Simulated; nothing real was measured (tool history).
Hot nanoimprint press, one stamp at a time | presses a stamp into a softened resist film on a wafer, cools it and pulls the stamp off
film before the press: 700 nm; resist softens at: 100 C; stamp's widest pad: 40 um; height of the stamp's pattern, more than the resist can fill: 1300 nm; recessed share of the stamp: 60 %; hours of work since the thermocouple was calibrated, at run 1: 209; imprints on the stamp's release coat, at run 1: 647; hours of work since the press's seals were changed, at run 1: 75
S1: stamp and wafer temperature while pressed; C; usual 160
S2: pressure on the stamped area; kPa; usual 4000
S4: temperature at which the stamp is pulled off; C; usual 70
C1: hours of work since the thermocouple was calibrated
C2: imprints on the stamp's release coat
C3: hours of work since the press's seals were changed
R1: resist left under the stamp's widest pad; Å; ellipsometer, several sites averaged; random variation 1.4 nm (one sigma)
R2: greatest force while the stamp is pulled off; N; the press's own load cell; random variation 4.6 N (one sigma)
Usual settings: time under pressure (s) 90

run 1 hour=0 | S1=160 S2=4000 time_under_pressure_(s)=90 S4=70 | C1=209 C2=647 C3=75 | R1=3701 R2=218
run 2 hour=49.7 | S1=160 S2=4000 time_under_pressure_(s)=90 S4=70 | C1=242 C2=799 C3=109 | R1=3711 R2=226
-- hour=95.1 plate thermocouple calibrated
run 3 hour=124.7 | S1=160 S2=4000 time_under_pressure_(s)=90 S4=70 | C1=20 C2=1019 C3=157 | R1=3726 R2=223
run 4 hour=185.6 | S1=160 S2=4000 time_under_pressure_(s)=155 S4=70 | C1=61 C2=1204 C3=198 | R1=3070 R2=224
run 5 hour=239 | S1=160 S2=4000 time_under_pressure_(s)=155 S4=73 | C1=97 C2=1367 C3=233 | R1=3057 R2=215
run 6 hour=277 | S1=160 S2=4000 time_under_pressure_(s)=155 S4=73 | C1=122 C2=1483 C3=259 | R1=3066 R2=223
run 7 hour=354.5 | S1=160 S2=4000 time_under_pressure_(s)=90 S4=70 | C1=174 C2=1720 C3=311 | R1=3720 R2=231
run 8 hour=429.6 | S1=160 S2=4000 time_under_pressure_(s)=136 S4=70 | C1=224 C2=1949 C3=361 | R1=3219 R2=223
run 9 hour=468.8 | S1=160 S2=4000 time_under_pressure_(s)=90 S4=70 | C1=251 C2=2069 C3=388 | R1=3749 R2=233
-- hour=498 plate thermocouple calibrated
run 10 hour=545.4 | S1=160 S2=4000 time_under_pressure_(s)=90 S4=70 | C1=32 C2=2293 C3=437 | R1=3746 R2=229
-- hour=579.4 stamp cleaned and given a new release coat
run 11 hour=632.7 | S1=160 S2=4000 time_under_pressure_(s)=113 S4=70 | C1=86 C2=162 C3=492 | R1=3473 R2=217
run 12 hour=677.4 | S1=160 S2=4000 time_under_pressure_(s)=113 S4=70 | C1=116 C2=299 C3=521 | R1=3465 R2=210
run 13 hour=731 | S1=150 S2=4000 time_under_pressure_(s)=113 S4=70 | C1=152 C2=462 C3=557 | R1=5098 R2=224
run 14 hour=776.1 | S1=160 S2=4000 time_under_pressure_(s)=90 S4=70 | C1=182 C2=600 C3=588 | R1=3742 R2=237
run 15 hour=844.4 | S1=171 S2=4000 time_under_pressure_(s)=90 S4=70 | C1=228 C2=808 C3=634 | R1=2344 R2=225
-- hour=909.5 plate thermocouple calibrated
run 16 hour=910.6 | S1=156 S2=4040 time_under_pressure_(s)=147 S4=68 | C1=1 C2=1001 C3=676 | R1=3745 R2=227
run 17 hour=952.3 | S1=156 S2=4040 time_under_pressure_(s)=147 S4=68 | C1=29 C2=1129 C3=704 | R1=3794 R2=229
-- hour=984.6 press's hydraulic seals changed and the load cell set to zero
run 18 hour=1031.5 | S1=156 S2=4040 time_under_pressure_(s)=147 S4=68 | C1=76 C2=1346 C3=31 | R1=3766 R2=231
run 19 hour=1093.9 | S1=158 S2=4040 time_under_pressure_(s)=147 S4=77 | C1=118 C2=1536 C3=73 | R1=3444 R2=220
run 20 hour=1147.7 | S1=158 S2=4040 time_under_pressure_(s)=147 S4=77 | C1=154 C2=1700 C3=109 | R1=3469 R2=203
run 21 hour=1188.6 | S1=160 S2=3210 time_under_pressure_(s)=167 S4=70 | C1=182 C2=1825 C3=137 | R1=3343 R2=223
run 22 hour=1233 | S1=162 S2=3210 time_under_pressure_(s)=50 S4=63 | C1=212 C2=1961 C3=167 | R1=4618 R2=231
run 23 hour=1271.4 | S1=162 S2=3210 time_under_pressure_(s)=50 S4=63 | C1=237 C2=2078 C3=192 | R1=4586 R2=235
-- hour=1325.1 plate thermocouple calibrated
run 24 hour=1356.2 | S1=159 S2=3530 time_under_pressure_(s)=50 S4=63 | C1=21 C2=2327 C3=247 | R1=4913 R2=234
-- hour=1379.5 stamp cleaned and given a new release coat
run 25 hour=1420.4 | S1=159 S2=3530 time_under_pressure_(s)=50 S4=63 | C1=60 C2=125 C3=286 | R1=4920 R2=225

Forecast run 26:
run 26 hour=1481.5 | S1=159 S2=3530 time_under_pressure_(s)=50 S4=63 | C1=101 C2=311 C3=327 | R1=? R2=?

R1: 4950 Å
R2: 236 N
Without the tool's hidden state the same run would have given R1 4822 Å, R2 236 N.
